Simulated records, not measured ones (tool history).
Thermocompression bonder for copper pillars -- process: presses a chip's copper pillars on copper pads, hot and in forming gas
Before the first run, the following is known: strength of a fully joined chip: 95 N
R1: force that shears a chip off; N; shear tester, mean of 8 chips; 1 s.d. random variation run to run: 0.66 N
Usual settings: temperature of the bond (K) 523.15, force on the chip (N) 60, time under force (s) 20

Run 1, day 0: usual settings. Result: R1 62.4 N.
Run 2, day 1.65: usual settings. Result: R1 64 N.
Run 3, day 2.629: usual settings but temperature of the bond (K) 544.15. Result: R1 74.9 N.
At day 3.767: forming gas filter changed.
Run 4, day 4.233: usual settings but temperature of the bond (K) 544.15. Result: R1 75.2 N.
Run 5, day 5.462: usual settings but temperature of the bond (K) 544.15. Result: R1 76.4 N.
Run 6, day 6.179: usual settings but temperature of the bond (K) 544.15. Result: R1 75.3 N.
Run 7, day 7.167: usual settings but temperature of the bond (K) 544.15. Result: R1 74.2 N.
Run 8, day 7.908: usual settings but temperature of the bond (K) 544.15. Result: R1 73.7 N.
Run 9, day 8.758: usual settings but temperature of the bond (K) 544.15. Result: R1 74.6 N.
Run 10, day 9.675: usual settings but temperature of the bond (K) 544.15, time under force (s) 14. Result: R1 69.7 N.
At day 10.588: forming gas filter changed.
Run 11, day 10.762: usual settings but temperature of the bond (K) 548.15. Result: R1 77.7 N.
Run 12, day 11.712: usual settings but temperature of the bond (K) 548.15. Result: R1 77.1 N.
Run 13, day 13.242: usual settings but time under force (s) 17. Result: R1 60.5 N.
At day 13.471: heater calibrated with a thermocouple chip.
Run 14, day 14.679: usual settings but time under force (s) 17. Result: R1 61.4 N.
Run 15, day 15.858: usual settings but time under force (s) 17. Result: R1 61.2 N.
Run 16, day 17.367: usual settings but time under force (s) 17. Result: R1 61.1 N.
At day 17.471: forming gas filter changed.
Run 17, day 18.25: usual settings but temperature of the bond (K) 537.15, time under force (s) 17. Result: R1 71.6 N.
Run 18, day 19.692: usual settings but temperature of the bond (K) 544.15, time under force (s) 14. Result: R1 71.8 N.
At day 20.071: heater calibrated with a thermocouple chip, once more.
Run 19, day 21.433: usual settings but temperature of the bond (K) 544.15, time under force (s) 14. Result: R1 66.6 N.
Run 20, day 23.125: usual settings but temperature of the bond (K) 544.15, time under force (s) 14. Result: R1 68.2 N.
At day 24.362: forming gas filter changed.
Run 21, day 24.796: usual settings but temperature of the bond (K) 502.15, time under force (s) 57. Result: R1 66.8 N.
Run 22, day 25.779: usual settings but temperature of the bond (K) 502.15, time under force (s) 14. Result: R1 41.8 N.
Run 23, day 27.033: usual settings but temperature of the bond (K) 502.15, time under force (s) 14. Result: R1 42.6 N.
Run 24, day 28.375: usual settings but temperature of the bond (K) 510.15, force on the chip (N) 72, time under force (s) 21. Result: R1 59.6 N.
Run 25, day 29.362: usual settings but temperature of the bond (K) 496.15, force on the chip (N) 62, time under force (s) 49. Result: R1 59.6 N.
Run 26, day 30.525: usual settings but temperature of the bond (K) 541.15, time under force (s) 52. Result: R1 83.9 N.
At day 31.162: forming gas filter changed.
Run 27, day 31.296: usual settings but temperature of the bond (K) 540.15, force on the chip (N) 53. Result: R1 68.5 N.
Run 28, day 32.292: usual settings but temperature of the bond (K) 540.15, force on the chip (N) 53. Result: R1 67.3 N.
Run 29, day 33.467: usual settings but temperature of the bond (K) 540.15, force on the chip (N) 53. Result: R1 68.2 N.

Here are 3 independent what-if runs from the current tool condition. What would each one return?
Run A, day 35.225: usual settings but temperature of the bond (K) 548.15, force on the chip (N) 41, time under force (s) 22. Result: R1 ?.
Run B, day 35.225: usual settings but temperature of the bond (K) 494.15, time under force (s) 14. Result: R1 ?.
Run C, day 35.225: usual settings but temperature of the bond (K) 540.15, force on the chip (N) 69, time under force (s) 12. Result: R1 ?.

run    R1
  A  64.6
  B  37.6
  C  68.4
With the hidden condition removed and each run's random variation left untouched, the same runs would have given:
run    R1
  A  65.8
  B  38.2
  C  69.6
